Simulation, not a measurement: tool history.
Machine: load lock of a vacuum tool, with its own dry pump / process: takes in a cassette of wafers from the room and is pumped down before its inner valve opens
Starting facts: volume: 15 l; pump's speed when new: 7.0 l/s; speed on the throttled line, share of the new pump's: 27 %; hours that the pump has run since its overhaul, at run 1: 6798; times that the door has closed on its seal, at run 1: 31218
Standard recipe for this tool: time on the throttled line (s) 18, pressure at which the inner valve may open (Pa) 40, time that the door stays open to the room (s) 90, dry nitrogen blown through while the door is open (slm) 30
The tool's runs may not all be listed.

run	day	time on the throttled line (s)	pressure at which the inner valve may open (Pa)	time that the door stays open to the room (s)	dry nitrogen blown through while the door is open (slm)	hours that the pump has run since its overhaul	times that the door has closed on its seal	incoming humidity of the room's air, %	time from the closed door until the inner valve may open (s)	rise of the pressure with all valves shut (Pa/min)
1	0.000	18	40	90	30	6798	31218	46.5	31.2	0.221
2	5.462	18	40	90	30	6930	31866	42.7	30.9	0.218
3	8.500	18	40	90	30	7002	32226	44.0	31.0	0.228
4	13.421	18	40	90	30	7121	32810	44.8	31.2	0.233
5	19.954	18	40	128	30	7277	33584	47.1	31.1	0.254
6	26.179	18	40	90	30	7427	34323	46.0	31.0	0.251
7	32.600	18	40	90	30	7581	35084	43.0	31.1	0.253
8	39.642	18	36	90	30	7750	35919	44.0	31.4	0.257
9	44.362	18	51	90	30	7863	36479	44.6	30.8	0.267
10	48.729	18	51	90	30	7968	36997	45.6	30.7	0.268
11	52.588	18	51	90	30	8061	37455	45.2	30.7	0.275
12	55.892	18	51	90	36	8140	37847	42.3	30.7	0.274
13	59.525	18	40	90	30	8227	38278	46.0	31.4	0.280
14	63.171	18	40	90	30	8315	38710	45.6	31.3	0.280
15	68.842	18	40	90	30	8451	39383	46.0	31.5	0.302
16	73.875	18	73	90	30	8571	39979	44.0	30.0	0.292
17	78.892	18	73	86	30	8692	40574	42.4	30.3	0.299
18	85.683	18	40	90	30	8855	41380	46.4	31.6	0.312
19	90.088	17	40	173	30	8961	41902	46.2	30.8	0.339
20	97.117	10	40	111	30	9129	42736	45.3	25.8	0.330
21	104.292	17	40	90	14	9302	43587	44.4	30.7	0.359
22	108.650	20	40	90	25	9406	44104	46.3	32.8	0.343
23	115.383	20	40	90	25	9568	44903	40.9	33.1	0.345
24	121.696	14	29	90	25	9719	45651	46.3	29.6	0.359
25	125.275	18	52	90	30	9805	46076	45.7	30.8	0.360
26	128.825	18	52	90	30	9890	46497	44.1	31.2	0.359
27	135.079	18	52	90	30	10040	47239	46.3	30.9	0.368
28	141.354	18	73	68	30	10191	47983	42.0	30.0	0.362
29	144.608	18	73	68	30	10269	48369	47.9	30.0	0.383

Expected results for the next run?
30	147.862	20	73	36	30	10347	48755	43.8	?	?

time from the closed door until the inner valve may open (s): 31.4
rise of the pressure with all valves shut (Pa/min): 0.373
On a tool with no hidden condition, and with the same random variation, this run would have come out at time from the closed door until the inner valve may open (s) 30.0, rise of the pressure with all valves shut (Pa/min) 0.048.
